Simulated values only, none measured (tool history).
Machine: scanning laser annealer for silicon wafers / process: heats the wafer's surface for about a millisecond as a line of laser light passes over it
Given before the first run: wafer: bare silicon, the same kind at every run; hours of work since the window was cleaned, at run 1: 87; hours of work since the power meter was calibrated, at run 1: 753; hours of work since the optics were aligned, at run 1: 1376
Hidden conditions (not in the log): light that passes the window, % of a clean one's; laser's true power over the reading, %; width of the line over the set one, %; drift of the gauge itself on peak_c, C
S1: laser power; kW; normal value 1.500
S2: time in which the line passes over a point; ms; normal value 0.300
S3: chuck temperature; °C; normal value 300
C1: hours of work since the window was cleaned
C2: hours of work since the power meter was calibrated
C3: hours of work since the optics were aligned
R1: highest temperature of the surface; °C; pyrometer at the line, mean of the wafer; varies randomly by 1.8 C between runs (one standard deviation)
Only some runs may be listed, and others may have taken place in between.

run 1 hour=0.0 | S1=1.500 S2=0.300 S3=300 | C1=87 C2=753 C3=1376 | R1=982
run 2 hour=34.2 | S1=1.500 S2=0.300 S3=300 | C1=106 C2=771 C3=1395 | R1=980
run 3 hour=57.9 | S1=1.500 S2=0.362 S3=300 | C1=119 C2=784 C3=1408 | R1=1063
run 4 hour=84.9 | S1=1.500 S2=0.300 S3=300 | C1=134 C2=799 C3=1423 | R1=984
run 5 hour=113.3 | S1=1.500 S2=0.214 S3=300 | C1=149 C2=815 C3=1438 | R1=865
run 6 hour=148.1 | S1=1.500 S2=0.214 S3=300 | C1=169 C2=834 C3=1457 | R1=863
run 7 hour=176.3 | S1=1.500 S2=0.214 S3=300 | C1=184 C2=849 C3=1473 | R1=863
run 8 hour=201.4 | S1=1.500 S2=0.214 S3=300 | C1=198 C2=863 C3=1486 | R1=861
run 9 hour=223.2 | S1=1.500 S2=0.214 S3=300 | C1=210 C2=875 C3=1498 | R1=861
run 10 hour=257.5 | S1=1.500 S2=0.214 S3=300 | C1=229 C2=894 C3=1517 | R1=860
run 11 hour=289.5 | S1=1.500 S2=0.214 S3=300 | C1=246 C2=912 C3=1535 | R1=858
-- hour=302.6 optics aligned, line set to its width
run 12 hour=319.3 | S1=1.500 S2=0.300 S3=300 | C1=260 C2=925 C3=9 | R1=994
run 13 hour=358.2 | S1=1.500 S2=0.300 S3=300 | C1=281 C2=947 C3=30 | R1=987
run 14 hour=376.2 | S1=1.500 S2=0.300 S3=300 | C1=291 C2=956 C3=40 | R1=994
run 15 hour=393.4 | S1=1.500 S2=0.300 S3=300 | C1=300 C2=966 C3=50 | R1=995
run 16 hour=421.1 | S1=1.350 S2=0.300 S3=300 | C1=316 C2=981 C3=65 | R1=904
run 17 hour=439.6 | S1=1.500 S2=0.300 S3=300 | C1=326 C2=991 C3=75 | R1=990
run 18 hour=473.9 | S1=1.542 S2=0.300 S3=300 | C1=345 C2=1010 C3=94 | R1=1016
run 19 hour=509.3 | S1=1.542 S2=0.300 S3=300 | C1=364 C2=1029 C3=113 | R1=1013
-- hour=534.7 window over the wafer cleaned
run 20 hour=545.7 | S1=1.500 S2=0.300 S3=300 | C1=6 C2=1048 C3=132 | R1=988
run 21 hour=580.9 | S1=1.628 S2=0.297 S3=298 | C1=25 C2=1068 C3=152 | R1=1057
run 22 hour=612.7 | S1=1.628 S2=0.297 S3=298 | C1=43 C2=1085 C3=169 | R1=1052
run 23 hour=635.9 | S1=1.429 S2=0.227 S3=325 | C1=56 C2=1098 C3=182 | R1=872
run 24 hour=671.3 | S1=1.429 S2=0.227 S3=325 | C1=75 C2=1117 C3=201 | R1=873
-- hour=694.4 window over the wafer cleaned, once more
run 25 hour=700.0 | S1=1.429 S2=0.229 S3=308 | C1=3 C2=1132 C3=216 | R1=873
run 26 hour=731.5 | S1=1.500 S2=0.264 S3=315 | C1=20 C2=1149 C3=233 | R1=966
run 27 hour=772.2 | S1=1.392 S2=0.315 S3=284 | C1=43 C2=1171 C3=255 | R1=938
run 28 hour=813.6 | S1=1.392 S2=0.310 S3=279 | C1=65 C2=1194 C3=278 | R1=925
run 29 hour=855.6 | S1=1.392 S2=0.310 S3=279 | C1=88 C2=1217 C3=301 | R1=925
run 30 hour=887.2 | S1=1.374 S2=0.300 S3=300 | C1=106 C2=1235 C3=319 | R1=923
run 31 hour=921.7 | S1=1.374 S2=0.300 S3=300 | C1=125 C2=1253 C3=337 | R1=922
run 32 hour=960.2 | S1=1.374 S2=0.300 S3=300 | C1=146 C2=1275 C3=359 | R1=921
run 33 hour=984.4 | S1=1.374 S2=0.300 S3=300 | C1=159 C2=1288 C3=372 | R1=921
run 34 hour=1007.2 | S1=1.500 S2=0.219 S3=316 | C1=172 C2=1300 C3=384 | R1=896
run 35 hour=1025.3 | S1=1.291 S2=0.300 S3=298 | C1=182 C2=1310 C3=394 | R1=869
run 36 hour=1055.1 | S1=1.291 S2=0.270 S3=298 | C1=198 C2=1327 C3=411 | R1=838
run 37 hour=1090.4 | S1=1.541 S2=0.324 S3=317 | C1=217 C2=1346 C3=430 | R1=1068
run 38 hour=1129.8 | S1=1.393 S2=0.241 S3=283 | C1=239 C2=1368 C3=452 | R1=840
run 39 hour=1147.6 | S1=1.324 S2=0.243 S3=295 | C1=249 C2=1377 C3=461 | R1=817
run 40 hour=1168.3 | S1=1.600 S2=0.240 S3=324 | C1=260 C2=1389 C3=473 | R1=984

Alternative continuations, all from the tool just after run 40; predict every row:
run A hour=1187.4 | S1=1.355 S2=0.369 S3=324 | C1=270 C2=1399 C3=483 | R1=?
run B hour=1187.4 | S1=1.600 S2=0.240 S3=332 | C1=270 C2=1399 C3=483 | R1=?
run C hour=1187.4 | S1=1.407 S2=0.356 S3=329 | C1=270 C2=1399 C3=483 | R1=?
run D hour=1187.4 | S1=1.551 S2=0.238 S3=307 | C1=270 C2=1399 C3=483 | R1=?

run=A R1=1003
run=B R1=995
run=C R1=1030
run=D R1=937
Take away the tool's hidden state, keep each run's random variation, and the runs would have read:
run=A R1=1016
run=B R1=1007
run=C R1=1043
run=D R1=948
